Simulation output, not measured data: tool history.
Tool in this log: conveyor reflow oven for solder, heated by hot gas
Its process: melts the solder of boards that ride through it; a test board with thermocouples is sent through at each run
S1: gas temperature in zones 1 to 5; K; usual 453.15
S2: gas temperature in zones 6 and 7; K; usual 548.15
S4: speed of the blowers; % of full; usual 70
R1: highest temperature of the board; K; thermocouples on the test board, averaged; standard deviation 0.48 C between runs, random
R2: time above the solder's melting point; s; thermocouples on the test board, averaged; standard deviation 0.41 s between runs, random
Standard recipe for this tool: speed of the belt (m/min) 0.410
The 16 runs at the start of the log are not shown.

{"run": 17, "hour": 286.4, "S1": 453.15, "S2": 548.15, "speed of the belt (m/min)": 0.41, "S4": 70, "R1": 526.55, "R2": 69.2}
{"hour": 304.9, "done": "flux residue cleaned out of gas plates and filters"}
{"run": 18, "hour": 313.2, "S1": 453.15, "S2": 548.15, "speed of the belt (m/min)": 0.41, "S4": 70, "R1": 528.65, "R2": 71.0}
{"run": 19, "hour": 333.8, "S1": 453.15, "S2": 548.15, "speed of the belt (m/min)": 0.41, "S4": 70, "R1": 529.25, "R2": 70.9}
{"run": 20, "hour": 353.8, "S1": 445.15, "S2": 548.15, "speed of the belt (m/min)": 0.366, "S4": 70, "R1": 530.35, "R2": 78.5}
{"run": 21, "hour": 368.5, "S1": 445.15, "S2": 548.15, "speed of the belt (m/min)": 0.366, "S4": 70, "R1": 530.45, "R2": 78.4}
{"run": 22, "hour": 386.2, "S1": 445.15, "S2": 548.15, "speed of the belt (m/min)": 0.366, "S4": 70, "R1": 530.35, "R2": 77.6}
{"run": 23, "hour": 403.5, "S1": 461.15, "S2": 553.15, "speed of the belt (m/min)": 0.35, "S4": 74, "R1": 538.65, "R2": 95.6}
{"run": 24, "hour": 420.4, "S1": 453.15, "S2": 558.15, "speed of the belt (m/min)": 0.354, "S4": 70, "R1": 540.45, "R2": 91.8}
{"run": 25, "hour": 437.7, "S1": 448.15, "S2": 558.15, "speed of the belt (m/min)": 0.345, "S4": 61, "R1": 540.65, "R2": 91.6}
{"run": 26, "hour": 453.0, "S1": 448.15, "S2": 558.15, "speed of the belt (m/min)": 0.345, "S4": 61, "R1": 539.55, "R2": 90.3}
{"run": 27, "hour": 468.8, "S1": 464.15, "S2": 548.15, "speed of the belt (m/min)": 0.41, "S4": 76, "R1": 530.55, "R2": 78.5}
{"run": 28, "hour": 479.4, "S1": 453.15, "S2": 555.15, "speed of the belt (m/min)": 0.41, "S4": 88, "R1": 537.85, "R2": 77.2}
{"run": 29, "hour": 499.8, "S1": 450.15, "S2": 548.15, "speed of the belt (m/min)": 0.484, "S4": 61, "R1": 518.45, "R2": 48.9}
{"run": 30, "hour": 517.2, "S1": 450.15, "S2": 548.15, "speed of the belt (m/min)": 0.484, "S4": 61, "R1": 518.85, "R2": 49.2}
{"run": 31, "hour": 542.6, "S1": 453.15, "S2": 545.15, "speed of the belt (m/min)": 0.41, "S4": 64, "R1": 523.85, "R2": 66.5}

Branching from run 31: 4 alternative next runs. What would each branch give?
{"run": "A", "hour": 553.6, "S1": 458.15, "S2": 542.15, "speed of the belt (m/min)": 0.41, "S4": 64, "R1": "?", "R2": "?"}
{"run": "B", "hour": 553.6, "S1": 461.15, "S2": 536.15, "speed of the belt (m/min)": 0.41, "S4": 70, "R1": "?", "R2": "?"}
{"run": "C", "hour": 553.6, "S1": 466.15, "S2": 546.15, "speed of the belt (m/min)": 0.481, "S4": 64, "R1": "?", "R2": "?"}
{"run": "D", "hour": 553.6, "S1": 459.15, "S2": 545.15, "speed of the belt (m/min)": 0.481, "S4": 64, "R1": "?", "R2": "?"}

run=A R1=522.15 R2=67.6
run=B R1=518.65 R2=66.6
run=C R1=522.25 R2=59.5
run=D R1=520.05 R2=53.8
Take away the tool's hidden state, keep each run's random variation, and the runs would have read:
run=A R1=526.05 R2=70.4
run=B R1=522.55 R2=69.6
run=C R1=526.15 R2=62.1
run=D R1=523.95 R2=56.8
